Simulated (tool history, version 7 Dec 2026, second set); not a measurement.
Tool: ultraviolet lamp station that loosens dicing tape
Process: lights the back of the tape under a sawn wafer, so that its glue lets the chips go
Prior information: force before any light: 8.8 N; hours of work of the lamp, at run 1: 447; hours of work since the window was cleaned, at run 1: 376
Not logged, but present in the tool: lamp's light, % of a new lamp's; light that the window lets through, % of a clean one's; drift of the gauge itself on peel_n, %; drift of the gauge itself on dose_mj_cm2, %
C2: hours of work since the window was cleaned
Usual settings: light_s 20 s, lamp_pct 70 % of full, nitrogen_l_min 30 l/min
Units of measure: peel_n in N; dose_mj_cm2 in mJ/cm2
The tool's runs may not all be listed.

Run 1, day 0: usual settings; hours of work of the lamp 447; C2 376. Result: peel_n 0.516 N, dose_mj_cm2 269 mJ/cm2.
Run 2, day 1.188: usual settings; hours of work of the lamp 465; C2 394. Result: peel_n 0.524 N, dose_mj_cm2 273 mJ/cm2.
Run 3, day 3.004: usual settings but light_s 27 s; hours of work of the lamp 492; C2 421. Result: peel_n 0.312 N, dose_mj_cm2 357 mJ/cm2.
Run 4, day 5.658: usual settings; hours of work of the lamp 533; C2 461. Result: peel_n 0.571 N, dose_mj_cm2 260 mJ/cm2.
Run 5, day 7.258: usual settings; hours of work of the lamp 557; C2 486. Result: peel_n 0.574 N, dose_mj_cm2 257 mJ/cm2.
Run 6, day 9.983: usual settings; hours of work of the lamp 598; C2 527. Result: peel_n 0.615 N, dose_mj_cm2 251 mJ/cm2.
Run 7, day 11.15: usual settings; hours of work of the lamp 615; C2 544. Result: peel_n 0.629 N, dose_mj_cm2 248 mJ/cm2.
At day 11.492: window cleaned of glue's vapour.
Run 8, day 13.062: usual settings; hours of work of the lamp 644; C2 24. Result: peel_n 0.467 N, dose_mj_cm2 292 mJ/cm2.
Run 9, day 15.004: usual settings; hours of work of the lamp 673; C2 53. Result: peel_n 0.478 N, dose_mj_cm2 286 mJ/cm2.
Run 10, day 16.975: usual settings; hours of work of the lamp 703; C2 83. Result: peel_n 0.504 N, dose_mj_cm2 278 mJ/cm2.
Run 11, day 18.888: usual settings; hours of work of the lamp 732; C2 112. Result: peel_n 0.488 N, dose_mj_cm2 275 mJ/cm2.
Run 12, day 21.275: usual settings but lamp_pct 79 % of full; hours of work of the lamp 768; C2 148. Result: peel_n 0.41 N, dose_mj_cm2 302 mJ/cm2.
Run 13, day 22.638: usual settings but lamp_pct 61 % of full; hours of work of the lamp 788; C2 168. Result: peel_n 0.701 N, dose_mj_cm2 238 mJ/cm2.
Run 14, day 25.108: usual settings but light_s 37 s, lamp_pct 78 % of full, nitrogen_l_min 57 l/min; hours of work of the lamp 826; C2 205. Result: peel_n 0.202 N, dose_mj_cm2 538 mJ/cm2.
Run 15, day 26.812: usual settings but light_s 27 s, lamp_pct 61 % of full, nitrogen_l_min 57 l/min; hours of work of the lamp 851; C2 231. Result: peel_n 0.277 N, dose_mj_cm2 304 mJ/cm2.
Run 16, day 28.483: usual settings but light_s 27 s, lamp_pct 61 % of full, nitrogen_l_min 57 l/min; hours of work of the lamp 877; C2 256. Result: peel_n 0.287 N, dose_mj_cm2 298 mJ/cm2.
Run 17, day 29.783: usual settings but light_s 27 s, lamp_pct 61 % of full, nitrogen_l_min 57 l/min; hours of work of the lamp 896; C2 276. Result: peel_n 0.298 N, dose_mj_cm2 293 mJ/cm2.
Run 18, day 31.608: usual settings but light_s 12 s, lamp_pct 65 % of full, nitrogen_l_min 28 l/min; hours of work of the lamp 924; C2 304. Result: peel_n 1.939 N, dose_mj_cm2 138 mJ/cm2.
Run 19, day 34.25: usual settings but light_s 19 s, lamp_pct 89 % of full, nitrogen_l_min 28 l/min; hours of work of the lamp 964; C2 343. Result: peel_n 0.464 N, dose_mj_cm2 293 mJ/cm2.
Run 20, day 36.862: usual settings but light_s 14 s, lamp_pct 86 % of full, nitrogen_l_min 35 l/min; hours of work of the lamp 1003; C2 383. Result: peel_n 0.818 N, dose_mj_cm2 207 mJ/cm2.
Run 21, day 38.171: usual settings but light_s 14 s, lamp_pct 72 % of full, nitrogen_l_min 35 l/min; hours of work of the lamp 1023; C2 403. Result: peel_n 1.169 N, dose_mj_cm2 169 mJ/cm2.

Table of differences, measured result less the result of that run with no hidden state. Run-to-run variation is the same in both. Gauge scatter possibly is not:
run  peel_n  dose_mj_cm2
  1  +0.164          -61
  2  +0.174          -65
  3  +0.073          -92
  4  +0.217          -74
  5  +0.227          -77
  6  +0.257          -83
  7  +0.272          -86
  8  +0.109          -46
  9  +0.124          -49
 10   +0.14          -54
 11   +0.15          -58
 12   +0.12          -71
 13  +0.253          -58
 14  +0.002         -149
 15  +0.059          -90
 16  +0.064          -93
 17  +0.069          -96
 18  +0.746          -48
 19  +0.198         -111
 20  +0.409          -83
 21  +0.587          -73

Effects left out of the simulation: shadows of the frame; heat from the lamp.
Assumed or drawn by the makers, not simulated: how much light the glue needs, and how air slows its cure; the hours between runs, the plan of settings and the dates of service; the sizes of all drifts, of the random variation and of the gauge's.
